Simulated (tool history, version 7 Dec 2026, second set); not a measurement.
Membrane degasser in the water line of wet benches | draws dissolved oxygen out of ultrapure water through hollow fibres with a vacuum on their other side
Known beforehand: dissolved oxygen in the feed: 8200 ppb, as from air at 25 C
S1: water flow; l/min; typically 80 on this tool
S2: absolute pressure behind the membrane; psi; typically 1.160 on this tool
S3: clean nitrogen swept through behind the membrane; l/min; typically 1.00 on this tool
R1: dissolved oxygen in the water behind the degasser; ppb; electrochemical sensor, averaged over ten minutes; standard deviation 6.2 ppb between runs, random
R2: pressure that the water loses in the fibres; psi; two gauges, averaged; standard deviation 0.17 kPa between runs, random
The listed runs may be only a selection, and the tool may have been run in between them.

| run | day | S1 | S2 | S3 | R1 | R2 |
|---|---|---|---|---|---|---|
| 1 | 0.000 | 80 | 1.160 | 1.00 | 652.5 | 4.212 |
| 2 | 9.550 | 80 | 1.160 | 1.00 | 655.5 | 4.286 |
| 3 | 21.279 | 80 | 1.160 | 1.00 | 665.1 | 4.244 |
| 4 | 35.642 | 80 | 1.160 | 1.89 | 429.5 | 4.264 |
| 5 | 44.154 | 80 | 1.160 | 1.89 | 434.5 | 4.324 |
| 6 | 55.175 | 80 | 1.160 | 2.04 | 412.3 | 4.255 |
| 7 | 62.583 | 80 | 1.160 | 1.00 | 664.3 | 4.300 |
| 8 | 72.871 | 80 | 1.404 | 1.00 | 864.5 | 4.313 |
|  | 80.000 | membrane cartridge changed |
|  | 80.021 | vacuum gauge calibrated |
| 9 | 82.454 | 80 | 1.404 | 1.00 | 805.9 | 4.028 |
| 10 | 92.558 | 80 | 2.219 | 1.00 | 1412.3 | 4.007 |
| 11 | 101.217 | 80 | 1.160 | 0.52 | 910.2 | 4.057 |
| 12 | 108.633 | 80 | 1.160 | 2.87 | 297.0 | 4.010 |
| 13 | 118.833 | 109 | 1.997 | 1.00 | 1537.9 | 5.529 |
| 14 | 129.400 | 109 | 1.997 | 1.00 | 1532.3 | 5.464 |
| 15 | 139.088 | 98 | 1.160 | 0.59 | 950.3 | 4.915 |
|  | 145.171 | seals of the vacuum lines changed |
| 16 | 147.875 | 87 | 1.053 | 0.63 | 731.0 | 4.374 |
| 17 | 154.825 | 128 | 2.863 | 0.62 | 2969.8 | 6.476 |
| 18 | 164.504 | 99 | 1.160 | 2.60 | 391.2 | 5.005 |
| 19 | 177.512 | 77 | 1.984 | 0.90 | 1322.4 | 3.928 |

Branching from run 19: 5 alternative next runs. What would each branch give?
| A | 191.488 | 80 | 2.062 | 0.96 | ? | ? |
| B | 191.488 | 104 | 0.809 | 0.90 | ? | ? |
| C | 191.488 | 77 | 0.848 | 0.90 | ? | ? |
| D | 191.488 | 70 | 2.645 | 0.90 | ? | ? |
| E | 191.488 | 80 | 1.832 | 1.00 | ? | ? |

| run | R1 | R2 |
|---|---|---|
| A | 1377.5 | 4.051 |
| B | 441.9 | 5.263 |
| C | 393.1 | 3.939 |
| D | 1701.2 | 3.556 |
| E | 1177.0 | 4.122 |
Had the tool no hidden state, the same runs would have come out as:
| run | R1 | R2 |
|---|---|---|
| A | 1359.2 | 3.997 |
| B | 413.2 | 5.195 |
| C | 369.9 | 3.888 |
| D | 1685.7 | 3.510 |
| E | 1158.3 | 4.068 |

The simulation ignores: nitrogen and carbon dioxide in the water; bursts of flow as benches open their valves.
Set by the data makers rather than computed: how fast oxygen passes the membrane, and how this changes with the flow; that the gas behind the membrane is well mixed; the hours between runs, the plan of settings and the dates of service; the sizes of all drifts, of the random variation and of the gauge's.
